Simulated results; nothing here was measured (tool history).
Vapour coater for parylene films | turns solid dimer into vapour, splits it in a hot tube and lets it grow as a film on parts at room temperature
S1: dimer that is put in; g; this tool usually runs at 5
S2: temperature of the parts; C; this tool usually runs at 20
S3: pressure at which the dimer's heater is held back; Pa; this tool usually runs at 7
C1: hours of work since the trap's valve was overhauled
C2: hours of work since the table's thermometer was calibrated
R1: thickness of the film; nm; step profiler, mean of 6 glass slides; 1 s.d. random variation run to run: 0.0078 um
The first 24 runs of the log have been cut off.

| run | hour | S1 | S2 | S3 | C1 | C2 | R1 |
|---|---|---|---|---|---|---|---|
| 25 | 488.9 | 2 | 13 | 7 | 60 | 402 | 348 |
| 26 | 516.8 | 2 | 13 | 7 | 81 | 423 | 344 |
| 27 | 540.2 | 2 | 13 | 7 | 98 | 440 | 333 |
| 28 | 553.2 | 2 | 13 | 7 | 108 | 450 | 346 |
| 29 | 578.5 | 4 | 13 | 3.43 | 127 | 469 | 776 |
| 30 | 602.3 | 4 | 19 | 3.43 | 145 | 487 | 642 |
| 31 | 629.3 | 4 | 19 | 3.43 | 165 | 507 | 658 |
| 32 | 646.7 | 8 | 17 | 11.68 | 178 | 520 | 1036 |
| 33 | 674.8 | 8 | 17 | 11.68 | 199 | 541 | 1017 |
| 34 | 691.5 | 2 | 20 | 7.73 | 212 | 554 | 256 |
| 35 | 714.4 | 2 | 20 | 7.73 | 229 | 571 | 249 |
| 36 | 740.6 | 5 | 20 | 2.3 | 248 | 590 | 830 |
| 37 | 766 | 5 | 20 | 2.3 | 267 | 609 | 834 |
| 38 | 792.6 | 5 | 31 | 2.3 | 287 | 629 | 564 |
| 39 | 811.5 | 3 | 15 | 2.3 | 301 | 643 | 584 |
| 40 | 833.7 | 3 | 13 | 5.26 | 318 | 660 | 511 |
| 41 | 855.7 | 3 | 13 | 5.26 | 334 | 676 | 511 |
| 42 | 880.5 | 5 | 15 | 7 | 353 | 695 | 730 |
| 43 | 899.7 | 5 | 15 | 7 | 367 | 709 | 734 |
| 44 | 917 | 6 | 19 | 2.03 | 380 | 722 | 1028 |
| 45 | 932.2 | 6 | 19 | 2.03 | 392 | 734 | 1020 |
|  | 946.1 | trap's valve overhauled |
| 46 | 960.4 | 5 | 24 | 7 | 11 | 752 | 610 |

Forecast each of these 5 alternatives for the next run:
| A | 972.2 | 6 | 20 | 7 | 19 | 761 | ? |
| B | 972.2 | 5 | 24 | 8.43 | 19 | 761 | ? |
| C | 972.2 | 8 | 15 | 3.15 | 19 | 761 | ? |
| D | 972.2 | 5 | 25 | 2.11 | 19 | 761 | ? |
| E | 972.2 | 8 | 28 | 2.96 | 19 | 761 | ? |

| run | R1 |
|---|---|
| A | 834 |
| B | 575 |
| C | 1567 |
| D | 758 |
| E | 1032 |
Stripped of hidden state, with their random variation kept, the same runs would have yielded:
| run | R1 |
|---|---|
| A | 833 |
| B | 574 |
| C | 1565 |
| D | 756 |
| E | 1030 |
